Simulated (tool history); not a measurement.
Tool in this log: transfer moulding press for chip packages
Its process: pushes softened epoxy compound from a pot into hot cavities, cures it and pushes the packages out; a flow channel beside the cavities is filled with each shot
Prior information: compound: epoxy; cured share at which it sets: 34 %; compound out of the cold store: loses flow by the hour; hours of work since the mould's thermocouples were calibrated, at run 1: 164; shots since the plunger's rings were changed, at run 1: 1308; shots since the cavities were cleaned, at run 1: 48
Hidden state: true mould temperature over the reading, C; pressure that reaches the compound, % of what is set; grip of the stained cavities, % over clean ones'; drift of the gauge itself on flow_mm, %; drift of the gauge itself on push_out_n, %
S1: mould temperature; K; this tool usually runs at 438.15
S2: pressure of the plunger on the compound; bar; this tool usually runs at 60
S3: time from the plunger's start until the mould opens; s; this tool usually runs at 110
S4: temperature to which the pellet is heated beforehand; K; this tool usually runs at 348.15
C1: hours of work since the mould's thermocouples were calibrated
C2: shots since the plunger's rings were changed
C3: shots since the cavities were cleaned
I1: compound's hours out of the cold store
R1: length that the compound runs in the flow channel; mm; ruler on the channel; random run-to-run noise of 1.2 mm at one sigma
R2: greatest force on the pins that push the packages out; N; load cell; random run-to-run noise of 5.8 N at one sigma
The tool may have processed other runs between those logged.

| run | hour | S1 | S2 | S3 | S4 | C1 | C2 | C3 | I1 | R1 | R2 |
|---|---|---|---|---|---|---|---|---|---|---|---|
| 1 | 0 | 438.15 | 60 | 110 | 348.15 | 164 | 1308 | 48 | 8.9 | 691 | 235 |
| 2 | 10.7 | 438.15 | 60 | 110 | 348.15 | 171 | 1429 | 169 | 32 | 639 | 258 |
| 3 | 28.9 | 438.15 | 60 | 121 | 348.15 | 183 | 1635 | 375 | 12.5 | 680 | 290 |
| 4 | 49 | 438.15 | 60 | 121 | 348.15 | 196 | 1863 | 603 | 27.1 | 646 | 326 |
| 5 | 59.9 | 438.15 | 60 | 121 | 348.15 | 204 | 1987 | 727 | 21.1 | 656 | 331 |
| 6 | 73.1 | 438.15 | 60 | 121 | 348.15 | 212 | 2136 | 876 | 47 | 601 | 342 |
| 7 | 91.5 | 438.15 | 60 | 100 | 348.15 | 225 | 2344 | 1084 | 34.7 | 627 | 446 |
|  | 94.6 | cavities cleaned with cleaning compound and waxed |
| 8 | 102 | 438.15 | 60 | 100 | 348.15 | 231 | 2447 | 85 | 32.8 | 626 | 472 |
| 9 | 112.1 | 438.15 | 60 | 100 | 348.15 | 237 | 2560 | 198 | 29.6 | 634 | 504 |
| 10 | 132.1 | 438.15 | 60 | 100 | 348.15 | 251 | 2788 | 426 | 32 | 628 | 507 |
| 11 | 144.8 | 438.15 | 60 | 110 | 341.15 | 259 | 2931 | 569 | 17.8 | 657 | 478 |
|  | 154.9 | plunger's sealing rings changed |
| 12 | 163.1 | 438.15 | 60 | 110 | 341.15 | 269 | 93 | 748 | 22.4 | 662 | 470 |
| 13 | 178.8 | 438.15 | 60 | 110 | 348.15 | 280 | 271 | 926 | 34.9 | 635 | 453 |
| 14 | 191.9 | 438.15 | 60 | 92 | 348.15 | 288 | 419 | 1074 | 30.2 | 644 | 607 |
|  | 195.7 | cavities cleaned with cleaning compound and waxed |
| 15 | 210.6 | 434.15 | 60 | 92 | 353.15 | 300 | 614 | 169 | 33 | 650 | 448 |
|  | 213.7 | cavities cleaned with cleaning compound and waxed, once more |
| 16 | 224.2 | 434.15 | 60 | 94 | 357.15 | 308 | 752 | 120 | 41.7 | 630 | 405 |
| 17 | 239.2 | 436.15 | 48 | 94 | 357.15 | 318 | 922 | 290 | 35 | 569 | 418 |
| 18 | 257.6 | 438.15 | 60 | 91 | 344.15 | 330 | 1130 | 498 | 41.1 | 617 | 444 |
| 19 | 266.9 | 438.15 | 60 | 91 | 344.15 | 336 | 1235 | 603 | 14.3 | 675 | 495 |
| 20 | 281.3 | 438.15 | 60 | 110 | 357.15 | 346 | 1399 | 767 | 47.3 | 601 | 353 |
| 21 | 301.8 | 433.15 | 72.3 | 110 | 348.15 | 359 | 1631 | 999 | 36.6 | 700 | 513 |
|  | 311.3 | cavities cleaned with cleaning compound and waxed |
| 22 | 322.3 | 438.15 | 67.4 | 112 | 355.15 | 372 | 1846 | 125 | 14.5 | 707 | 237 |
| 23 | 335.9 | 438.15 | 60 | 99 | 348.15 | 381 | 2000 | 279 | 44 | 603 | 326 |
| 24 | 350.2 | 438.15 | 57.8 | 110 | 348.15 | 390 | 2161 | 440 | 43.6 | 595 | 306 |
| 25 | 370.2 | 438.15 | 57.8 | 110 | 348.15 | 404 | 2388 | 667 | 30.7 | 617 | 321 |
|  | 380.3 | mould's thermocouples calibrated |
| 26 | 393.1 | 438.15 | 59.5 | 110 | 357.15 | 8 | 2625 | 904 | 40.6 | 607 | 354 |
|  | 412.3 | cavities cleaned with cleaning compound and waxed |
| 27 | 413.2 | 438.15 | 59.5 | 110 | 356.15 | 21 | 2835 | 10 | 37.4 | 607 | 207 |
| 28 | 424 | 442.15 | 54.8 | 141 | 344.15 | 28 | 2959 | 134 | 14 | 619 | 211 |

Below, some changes in R1 between adjacent runs. For each, the amount present without the hidden state too (settings, incoming material, random variation) and the amount remaining for the hidden state with gauge scatter not shared by both compared results:
Run 11 -> 12: plunger's sealing rings changed. R1 +5 mm: hidden state +16, all else -11.
Run 20 -> 21: S1 438.15 -> 433.15, S2 60 -> 72.3, S4 357.15 -> 348.15. R1 +99 mm: hidden state -4, all else +103.
Run 22 -> 23: S2 67.4 -> 60, S3 112 -> 99, S4 355.15 -> 348.15. R1 -104 mm: hidden state +2, all else -106.
